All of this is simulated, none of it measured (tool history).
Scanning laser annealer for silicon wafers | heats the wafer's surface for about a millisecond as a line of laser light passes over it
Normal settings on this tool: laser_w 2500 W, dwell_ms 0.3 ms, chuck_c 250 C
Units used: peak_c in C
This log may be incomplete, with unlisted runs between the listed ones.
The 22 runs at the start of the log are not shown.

run	hour	laser_w	dwell_ms	chuck_c	hours of work since the window was cleaned	hours of work since the power meter was calibrated	hours of work since the optics were aligned	peak_c
23	423.5	2725	0.226	221	67	263	1627	971
24	441.6	2725	0.226	221	74	270	1635	970
25	459.6	2205	0.229	264	82	277	1642	861
26	476	2630	0.319	250	89	284	1649	1093
27	490	2630	0.319	250	94	290	1655	1090
28	510.7	2202	0.314	256	103	298	1663	937
29	533	2314	0.314	282	112	307	1672	1004
30	557.9	2255	0.365	264	122	318	1682	1015
31	581.2	2255	0.238	264	132	327	1692	880
32	603.8	2255	0.238	264	141	336	1701	881

Branching from run 32: 3 alternative next runs. What would each branch give?
A	623.4	2685	0.3	250	149	344	1709	?
B	623.4	2276	0.296	225	149	344	1709	?
C	623.4	2719	0.3	250	149	344	1709	?

run	peak_c
A	1083
B	912
C	1098
Without the tool's hidden state the same runs would have given:
run	peak_c
A	1083
B	913
C	1099
